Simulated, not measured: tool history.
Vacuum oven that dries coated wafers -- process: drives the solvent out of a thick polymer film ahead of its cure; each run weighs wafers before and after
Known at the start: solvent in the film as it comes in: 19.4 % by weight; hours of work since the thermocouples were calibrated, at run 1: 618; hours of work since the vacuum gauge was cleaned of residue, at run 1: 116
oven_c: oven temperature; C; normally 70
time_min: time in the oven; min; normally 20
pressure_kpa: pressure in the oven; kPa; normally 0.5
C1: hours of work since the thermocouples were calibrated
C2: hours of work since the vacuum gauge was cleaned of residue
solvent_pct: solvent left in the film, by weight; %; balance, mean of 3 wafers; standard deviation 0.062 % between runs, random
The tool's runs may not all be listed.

{"run": 1, "hour": 0.0, "oven_c": 70, "time_min": 20, "pressure_kpa": 0.5, "C1": 618, "C2": 116, "solvent_pct": 4.08}
{"run": 2, "hour": 98.2, "oven_c": 70, "time_min": 20, "pressure_kpa": 0.5, "C1": 674, "C2": 173, "solvent_pct": 4.18}
{"run": 3, "hour": 206.4, "oven_c": 70, "time_min": 20, "pressure_kpa": 0.5, "C1": 736, "C2": 234, "solvent_pct": 4.29}
{"run": 4, "hour": 312.7, "oven_c": 70, "time_min": 20, "pressure_kpa": 0.5, "C1": 797, "C2": 295, "solvent_pct": 4.28}
{"run": 5, "hour": 409.8, "oven_c": 70, "time_min": 20, "pressure_kpa": 1.353, "C1": 852, "C2": 350, "solvent_pct": 4.91}
{"run": 6, "hour": 464.1, "oven_c": 70, "time_min": 20, "pressure_kpa": 1.353, "C1": 883, "C2": 381, "solvent_pct": 4.94}
{"run": 7, "hour": 561.2, "oven_c": 70, "time_min": 20, "pressure_kpa": 1.353, "C1": 939, "C2": 437, "solvent_pct": 4.88}
{"run": 8, "hour": 649.3, "oven_c": 70, "time_min": 20, "pressure_kpa": 1.353, "C1": 989, "C2": 487, "solvent_pct": 5}
{"run": 9, "hour": 762.0, "oven_c": 70, "time_min": 20, "pressure_kpa": 1.353, "C1": 1053, "C2": 552, "solvent_pct": 5.07}
{"run": 10, "hour": 892.5, "oven_c": 70, "time_min": 20, "pressure_kpa": 1.353, "C1": 1128, "C2": 626, "solvent_pct": 4.82}
{"run": 11, "hour": 982.8, "oven_c": 70, "time_min": 20, "pressure_kpa": 1.353, "C1": 1179, "C2": 678, "solvent_pct": 5.17}
{"run": 12, "hour": 1084.4, "oven_c": 64, "time_min": 31, "pressure_kpa": 0.587, "C1": 1237, "C2": 736, "solvent_pct": 4.76}
{"run": 13, "hour": 1194.1, "oven_c": 64, "time_min": 31, "pressure_kpa": 0.587, "C1": 1300, "C2": 798, "solvent_pct": 4.79}
{"run": 14, "hour": 1259.0, "oven_c": 64, "time_min": 31, "pressure_kpa": 0.587, "C1": 1337, "C2": 835, "solvent_pct": 4.73}
{"run": 15, "hour": 1364.1, "oven_c": 70, "time_min": 27, "pressure_kpa": 0.5, "C1": 1397, "C2": 895, "solvent_pct": 3.16}
{"run": 16, "hour": 1462.3, "oven_c": 70, "time_min": 11, "pressure_kpa": 0.332, "C1": 1453, "C2": 951, "solvent_pct": 7.97}
{"run": 17, "hour": 1533.6, "oven_c": 70, "time_min": 31, "pressure_kpa": 0.5, "C1": 1494, "C2": 992, "solvent_pct": 2.69}
{"run": 18, "hour": 1660.0, "oven_c": 56, "time_min": 31, "pressure_kpa": 0.542, "C1": 1566, "C2": 1064, "solvent_pct": 8.5}
{"run": 19, "hour": 1744.4, "oven_c": 66, "time_min": 31, "pressure_kpa": 0.276, "C1": 1614, "C2": 1112, "solvent_pct": 3.99}
{"run": 20, "hour": 1819.7, "oven_c": 63, "time_min": 11, "pressure_kpa": 0.64, "C1": 1657, "C2": 1155, "solvent_pct": 10.92}
{"run": 21, "hour": 1907.1, "oven_c": 60, "time_min": 19, "pressure_kpa": 0.351, "C1": 1707, "C2": 1205, "solvent_pct": 9.33}
{"hour": 1952.0, "done": "oven's thermocouples calibrated"}
{"run": 22, "hour": 2003.0, "oven_c": 60, "time_min": 19, "pressure_kpa": 0.351, "C1": 29, "C2": 1259, "solvent_pct": 8.16}

5 ways to go on from here, each from the tool as it stands after run 22. What would each give?
{"run": "A", "hour": 2064.3, "oven_c": 58, "time_min": 35, "pressure_kpa": 0.591, "C1": 64, "C2": 1294, "solvent_pct": "?"}
{"run": "B", "hour": 2064.3, "oven_c": 72, "time_min": 22, "pressure_kpa": 0.509, "C1": 64, "C2": 1294, "solvent_pct": "?"}
{"run": "C", "hour": 2064.3, "oven_c": 61, "time_min": 36, "pressure_kpa": 0.912, "C1": 64, "C2": 1294, "solvent_pct": "?"}
{"run": "D", "hour": 2064.3, "oven_c": 71, "time_min": 35, "pressure_kpa": 0.313, "C1": 64, "C2": 1294, "solvent_pct": "?"}
{"run": "E", "hour": 2064.3, "oven_c": 60, "time_min": 21, "pressure_kpa": 0.487, "C1": 64, "C2": 1294, "solvent_pct": "?"}

run=A solvent_pct=5.88
run=B solvent_pct=2.74
run=C solvent_pct=4.79
run=D solvent_pct=1.27
run=E solvent_pct=7.9
What these runs would have given with no unlogged condition in the tool:
run=A solvent_pct=5.68
run=B solvent_pct=2.6
run=C solvent_pct=4.59
run=D solvent_pct=1.12
run=E solvent_pct=7.74

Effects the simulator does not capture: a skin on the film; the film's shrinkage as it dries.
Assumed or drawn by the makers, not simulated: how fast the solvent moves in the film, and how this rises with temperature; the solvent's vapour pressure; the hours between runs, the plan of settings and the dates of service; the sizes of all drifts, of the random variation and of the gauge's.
